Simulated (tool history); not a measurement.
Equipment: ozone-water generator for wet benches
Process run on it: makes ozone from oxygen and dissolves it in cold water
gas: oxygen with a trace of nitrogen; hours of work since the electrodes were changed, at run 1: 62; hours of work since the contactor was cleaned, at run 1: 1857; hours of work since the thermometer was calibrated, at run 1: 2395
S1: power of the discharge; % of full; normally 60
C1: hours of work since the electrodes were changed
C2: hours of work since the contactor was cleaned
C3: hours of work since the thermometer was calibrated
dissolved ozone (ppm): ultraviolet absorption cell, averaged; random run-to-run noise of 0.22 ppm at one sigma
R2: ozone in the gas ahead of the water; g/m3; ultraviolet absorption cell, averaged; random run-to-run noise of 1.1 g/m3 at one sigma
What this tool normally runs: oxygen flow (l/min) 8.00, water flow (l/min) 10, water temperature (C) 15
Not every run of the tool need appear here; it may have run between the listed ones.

Run 1, hour 0.0: usual settings; C1 62; C2 1857; C3 2395. Result: dissolved ozone (ppm) 32.3, R2 208.0 g/m3.
Run 2, hour 41.9: usual settings; C1 89; C2 1883; C3 2422. Result: dissolved ozone (ppm) 32.6, R2 208.3 g/m3.
Run 3, hour 69.3: usual settings; C1 106; C2 1900; C3 2439. Result: dissolved ozone (ppm) 32.6, R2 207.5 g/m3.
Run 4, hour 92.1: usual settings; C1 120; C2 1915; C3 2453. Result: dissolved ozone (ppm) 32.9, R2 206.0 g/m3.
Run 5, hour 134.1: usual settings; C1 146; C2 1941; C3 2479. Result: dissolved ozone (ppm) 32.6, R2 207.1 g/m3.
Run 6, hour 162.0: usual settings; C1 164; C2 1958; C3 2497. Result: dissolved ozone (ppm) 32.7, R2 207.8 g/m3.
Run 7, hour 180.7: usual settings; C1 176; C2 1970; C3 2508. Result: dissolved ozone (ppm) 33.1, R2 205.4 g/m3.
Run 8, hour 200.8: usual settings but oxygen flow (l/min) 4.51; C1 188; C2 1983; C3 2521. Result: dissolved ozone (ppm) 35.3, R2 275.5 g/m3.
Run 9, hour 231.3: usual settings but oxygen flow (l/min) 4.51; C1 207; C2 2002; C3 2540. Result: dissolved ozone (ppm) 35.1, R2 276.0 g/m3.
Run 10, hour 269.3: usual settings but oxygen flow (l/min) 4.51; C1 231; C2 2026; C3 2564. Result: dissolved ozone (ppm) 35.1, R2 275.8 g/m3.
Run 11, hour 303.7: usual settings but oxygen flow (l/min) 4.51; C1 253; C2 2047; C3 2585. Result: dissolved ozone (ppm) 34.9, R2 274.1 g/m3.
Run 12, hour 343.6: usual settings; C1 278; C2 2072; C3 2610. Result: dissolved ozone (ppm) 32.5, R2 204.5 g/m3.
Run 13, hour 364.9: usual settings; C1 291; C2 2085; C3 2624. Result: dissolved ozone (ppm) 32.4, R2 205.4 g/m3.
Run 14, hour 384.6: usual settings; C1 303; C2 2098; C3 2636. Result: dissolved ozone (ppm) 32.6, R2 206.2 g/m3.
Run 15, hour 428.8: usual settings; C1 331; C2 2125; C3 2664. Result: dissolved ozone (ppm) 32.4, R2 205.8 g/m3.
Run 16, hour 459.2: usual settings but S1 85 % of full, oxygen flow (l/min) 10.80, water flow (l/min) 7, water temperature (C) 14; C1 350; C2 2144; C3 2683. Result: dissolved ozone (ppm) 49.1, R2 233.5 g/m3.
Run 17, hour 478.7: usual settings but S1 95 % of full, oxygen flow (l/min) 10.80, water flow (l/min) 7, water temperature (C) 21; C1 362; C2 2157; C3 2695. Result: dissolved ozone (ppm) 44.6, R2 254.7 g/m3.
Run 18, hour 515.9: usual settings but S1 95 % of full, oxygen flow (l/min) 10.80, water flow (l/min) 7, water temperature (C) 21; C1 385; C2 2180; C3 2718. Result: dissolved ozone (ppm) 44.7, R2 256.6 g/m3.
Run 19, hour 547.0: usual settings but S1 59 % of full, oxygen flow (l/min) 11.74, water temperature (C) 10; C1 405; C2 2199; C3 2738. Result: dissolved ozone (ppm) 33.4, R2 165.7 g/m3.
Run 20, hour 573.2: usual settings but S1 53 % of full, oxygen flow (l/min) 6.61, water flow (l/min) 12, water temperature (C) 11; C1 421; C2 2216; C3 2754. Result: dissolved ozone (ppm) 29.4, R2 202.8 g/m3.
Run 21, hour 605.4: usual settings but S1 53 % of full, oxygen flow (l/min) 6.61, water flow (l/min) 12, water temperature (C) 11; C1 441; C2 2236; C3 2774. Result: dissolved ozone (ppm) 29.2, R2 201.8 g/m3.
At hour 626.4: water thermometer calibrated.
Run 22, hour 628.5: usual settings but S1 53 % of full, oxygen flow (l/min) 6.61, water flow (l/min) 12, water temperature (C) 11; C1 456; C2 2250; C3 1. Result: dissolved ozone (ppm) 29.5, R2 202.2 g/m3.
Run 23, hour 656.0: usual settings but S1 53 % of full, oxygen flow (l/min) 6.61, water flow (l/min) 12, water temperature (C) 11; C1 473; C2 2267; C3 19. Result: dissolved ozone (ppm) 29.1, R2 201.6 g/m3.
Run 24, hour 688.5: usual settings but water flow (l/min) 6; C1 493; C2 2288; C3 39. Result: dissolved ozone (ppm) 42.3, R2 204.0 g/m3.
Run 25, hour 709.4: usual settings but S1 61 % of full, oxygen flow (l/min) 12.00, water flow (l/min) 11, water temperature (C) 13; C1 506; C2 2301; C3 52. Result: dissolved ozone (ppm) 29.9, R2 166.8 g/m3.
Run 26, hour 749.7: usual settings but S1 61 % of full, oxygen flow (l/min) 12.00, water flow (l/min) 7, water temperature (C) 8; C1 531; C2 2326; C3 77. Result: dissolved ozone (ppm) 42.7, R2 169.4 g/m3.
Run 27, hour 785.8: usual settings but S1 70 % of full, water flow (l/min) 13; C1 554; C2 2349; C3 100. Result: dissolved ozone (ppm) 31.6, R2 229.1 g/m3.
Run 28, hour 826.6: usual settings but S1 47 % of full, water flow (l/min) 7, water temperature (C) 13; C1 580; C2 2374; C3 125. Result: dissolved ozone (ppm) 33.7, R2 167.5 g/m3.
Run 29, hour 866.3: usual settings but S1 44 % of full, oxygen flow (l/min) 14.01, water flow (l/min) 7, water temperature (C) 14; C1 604; C2 2399; C3 150. Result: dissolved ozone (ppm) 26.6, R2 119.2 g/m3.

Predict each of these 3 candidate next runs independently; none follows another, all start after run 29:
Run A, hour 891.0: usual settings but oxygen flow (l/min) 14.23, water flow (l/min) 13, water temperature (C) 12; C1 620; C2 2415; C3 166. Result: dissolved ozone (ppm) ?, R2 ?.
Run B, hour 891.0: usual settings but S1 44 % of full, oxygen flow (l/min) 7.58, water flow (l/min) 11, water temperature (C) 12; C1 620; C2 2415; C3 166. Result: dissolved ozone (ppm) ?, R2 ?.
Run C, hour 891.0: usual settings but S1 44 % of full, oxygen flow (l/min) 14.01, water flow (l/min) 7, water temperature (C) 7; C1 620; C2 2415; C3 166. Result: dissolved ozone (ppm) ?, R2 ?.

run  dissolved ozone (ppm)     R2
  A                   26.5  153.1
  B                   25.5  163.2
  C                   31.8  120.3
Without the tool's unlogged condition, the same runs would have read:
run  dissolved ozone (ppm)     R2
  A                   26.6  156.8
  B                   25.6  167.1
  C                   31.9  123.2
